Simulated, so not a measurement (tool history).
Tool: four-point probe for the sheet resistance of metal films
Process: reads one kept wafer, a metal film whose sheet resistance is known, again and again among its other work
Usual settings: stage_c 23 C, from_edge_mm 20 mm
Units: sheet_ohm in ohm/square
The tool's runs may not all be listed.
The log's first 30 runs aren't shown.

run,day,stage_c,from_edge_mm,sheet_ohm
31,82.175,30,16,0.224065
32,85.525,30,13,0.224231
33,88.321,30,8,0.224516
34,91.975,23,54,0.224598
35,94.325,26,28,0.224450
36,97.500,35,3,0.227007
37,100.454,35,3,0.226907
38,102.321,35,3,0.227002
39,104.308,30,28,0.224075
40,106.438,30,28,0.223985
41,109.825,30,28,0.224136
42,112.629,30,28,0.224142
43,116.342,30,28,0.224090
44,120.042,33,20,0.223868
45,122.279,22,19,0.224802
46,123.896,34,36,0.223783

Forecast each of these 3 alternatives for the next run:
A,125.733,32,9,?
B,125.733,23,4,?
C,125.733,19,5,?

run,sheet_ohm
A,0.224349
B,0.226518
C,0.226148
Without the tool's hidden state the same runs would have given:
run,sheet_ohm
A,0.224339
B,0.226509
C,0.226138
